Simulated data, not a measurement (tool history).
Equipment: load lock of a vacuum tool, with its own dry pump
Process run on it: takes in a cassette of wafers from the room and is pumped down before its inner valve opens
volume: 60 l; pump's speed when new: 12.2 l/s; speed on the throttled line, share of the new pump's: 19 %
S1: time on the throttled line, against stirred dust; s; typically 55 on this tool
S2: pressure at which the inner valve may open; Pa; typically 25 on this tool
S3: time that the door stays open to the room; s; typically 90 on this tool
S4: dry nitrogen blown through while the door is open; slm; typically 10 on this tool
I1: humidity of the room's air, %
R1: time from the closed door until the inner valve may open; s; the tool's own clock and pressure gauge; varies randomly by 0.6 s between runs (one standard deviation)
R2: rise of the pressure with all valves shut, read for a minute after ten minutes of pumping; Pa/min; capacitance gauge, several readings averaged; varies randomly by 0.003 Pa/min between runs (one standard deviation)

Run 1, hour 0.0: usual settings; I1 43.8. Result: R1 90.3 s, R2 0.164 Pa/min.
Run 2, hour 293.5: usual settings; I1 40.1. Result: R1 91.0 s, R2 0.171 Pa/min.
Run 3, hour 594.4: usual settings but S1 61 s; I1 45.3. Result: R1 95.5 s, R2 0.179 Pa/min.
Run 4, hour 793.3: usual settings but S4 19 slm; I1 45.4. Result: R1 89.7 s, R2 0.176 Pa/min.
Run 5, hour 993.1: usual settings but S4 19 slm; I1 45.2. Result: R1 91.2 s, R2 0.177 Pa/min.
Run 6, hour 1222.0: usual settings but S4 19 slm; I1 45.0. Result: R1 92.4 s, R2 0.183 Pa/min.
Run 7, hour 1398.2: usual settings but S4 19 slm; I1 46.0. Result: R1 90.7 s, R2 0.190 Pa/min.
Run 8, hour 1704.0: usual settings but S4 19 slm; I1 46.9. Result: R1 91.3 s, R2 0.201 Pa/min.
Run 9, hour 1873.7: usual settings but S3 227 s, S4 19 slm; I1 50.1. Result: R1 91.2 s, R2 0.228 Pa/min.
Run 10, hour 2173.9: usual settings but S3 227 s, S4 19 slm; I1 46.1. Result: R1 91.6 s, R2 0.229 Pa/min.
Run 11, hour 2416.0: usual settings but S3 227 s, S4 19 slm; I1 45.3. Result: R1 91.9 s, R2 0.251 Pa/min.
Run 12, hour 2621.4: usual settings but S3 227 s, S4 19 slm; I1 47.3. Result: R1 93.0 s, R2 0.246 Pa/min.
Run 13, hour 2835.1: usual settings but S3 227 s, S4 19 slm; I1 47.4. Result: R1 92.2 s, R2 0.251 Pa/min.
At hour 2882.9: dry pump taken out, an overhauled one fitted.
Run 14, hour 3059.4: usual settings; I1 45.6. Result: R1 85.6 s, R2 0.240 Pa/min.
Run 15, hour 3320.2: usual settings; I1 46.0. Result: R1 86.2 s, R2 0.252 Pa/min.
Run 16, hour 3463.6: usual settings but S3 69 s; I1 45.8. Result: R1 86.6 s, R2 0.253 Pa/min.
Run 17, hour 3748.6: usual settings but S3 69 s; I1 47.1. Result: R1 87.1 s, R2 0.260 Pa/min.
Run 18, hour 3885.3: usual settings but S3 69 s; I1 45.7. Result: R1 85.7 s, R2 0.272 Pa/min.
Run 19, hour 4178.0: usual settings but S1 42 s, S3 98 s, S4 9 slm; I1 41.2. Result: R1 76.0 s, R2 0.279 Pa/min.
Run 20, hour 4401.6: usual settings but S1 42 s, S3 98 s, S4 9 slm; I1 45.8. Result: R1 76.5 s, R2 0.294 Pa/min.
Run 21, hour 4677.7: usual settings but S1 42 s, S3 98 s, S4 9 slm; I1 47.6. Result: R1 76.4 s, R2 0.309 Pa/min.
Run 22, hour 4933.3: usual settings but S3 54 s, S4 24 slm; I1 46.1. Result: R1 86.4 s, R2 0.289 Pa/min.
Run 23, hour 5215.7: usual settings but S1 46 s, S2 22 Pa, S3 221 s, S4 5 slm; I1 43.6. Result: R1 80.0 s, R2 0.351 Pa/min.
Run 24, hour 5455.1: usual settings but S1 46 s, S2 22 Pa, S3 221 s, S4 5 slm; I1 42.3. Result: R1 80.5 s, R2 0.365 Pa/min.
Run 25, hour 5696.0: usual settings but S1 99 s, S4 4 slm; I1 46.1. Result: R1 123.2 s, R2 0.348 Pa/min.
Run 26, hour 5863.5: usual settings but S1 58 s, S2 48 Pa, S3 87 s, S4 32 slm; I1 43.9. Result: R1 86.6 s, R2 0.324 Pa/min.
Run 27, hour 6104.7: usual settings but S1 58 s, S2 48 Pa, S3 88 s, S4 13 slm; I1 46.4. Result: R1 85.5 s, R2 0.345 Pa/min.
Run 28, hour 6279.4: usual settings but S1 47 s, S2 48 Pa, S3 101 s, S4 38 slm; I1 45.8. Result: R1 77.2 s, R2 0.336 Pa/min.
Run 29, hour 6555.8: usual settings but S2 20 Pa, S3 36 s, S4 5 slm; I1 41.8. Result: R1 88.2 s, R2 0.353 Pa/min.
Run 30, hour 6801.1: usual settings but S1 85 s, S2 19 Pa, S3 36 s, S4 25 slm; I1 43.1. Result: R1 113.9 s, R2 0.361 Pa/min.
Run 31, hour 7009.8: usual settings but S2 45 Pa, S3 85 s; I1 46.0. Result: R1 85.0 s, R2 0.394 Pa/min.
Run 32, hour 7271.7: usual settings but S2 28 Pa; I1 44.6. Result: R1 88.1 s, R2 0.398 Pa/min.
Run 33, hour 7584.0: usual settings but S1 90 s, S2 28 Pa; I1 45.0. Result: R1 114.7 s, R2 0.417 Pa/min.
Run 34, hour 7854.4: usual settings but S1 80 s, S2 28 Pa, S3 30 s, S4 4 slm; I1 42.9. Result: R1 107.4 s, R2 0.415 Pa/min.
Run 35, hour 8083.8: usual settings but S1 80 s, S2 28 Pa, S3 30 s, S4 4 slm; I1 45.1. Result: R1 108.3 s, R2 0.432 Pa/min.
Run 36, hour 8304.9: usual settings but S1 80 s, S2 28 Pa, S3 30 s, S4 7 slm; I1 46.6. Result: R1 107.4 s, R2 0.432 Pa/min.

Some steps in R1, run to run, broken into two amounts with sign: the step expected even without the hidden condition (settings, incoming material, random variation), and the rest, left for the hidden condition together with whatever gauge scatter is not in both the measured and the hidden-condition-free result:
Hidden state present: pump's speed, % of a new pump's; leak at the door's seal, Pa l/s; drift of the gauge itself on ready_s, %; drift of the gauge itself on rise_pa_min, %.
Run 13 -> 14: S3 227 -> 90, S4 19 -> 10, dry pump taken out, an overhauled one fitted. R1 -6.6 s: hidden state -6.4, all else -0.2.
Run 22 -> 23: S1 55 -> 46, S2 25 -> 22, S3 54 -> 221, S4 24 -> 5. R1 -6.4 s: hidden state +0.4, all else -6.8.
Run 24 -> 25: S1 46 -> 99, S2 22 -> 25, S3 221 -> 90, S4 5 -> 4. R1 +42.7 s: hidden state -0.4, all else +43.1.
Run 25 -> 26: S1 99 -> 58, S2 25 -> 48, S3 90 -> 87, S4 4 -> 32. R1 -36.6 s: hidden state +0.4, all else -37.0.
Run 30 -> 31: S1 85 -> 55, S2 19 -> 45, S3 36 -> 85, S4 25 -> 10. R1 -28.9 s: hidden state +0.2, all else -29.1.
Run 32 -> 33: S1 55 -> 90. R1 +26.6 s: hidden state -0.5, all else +27.1.
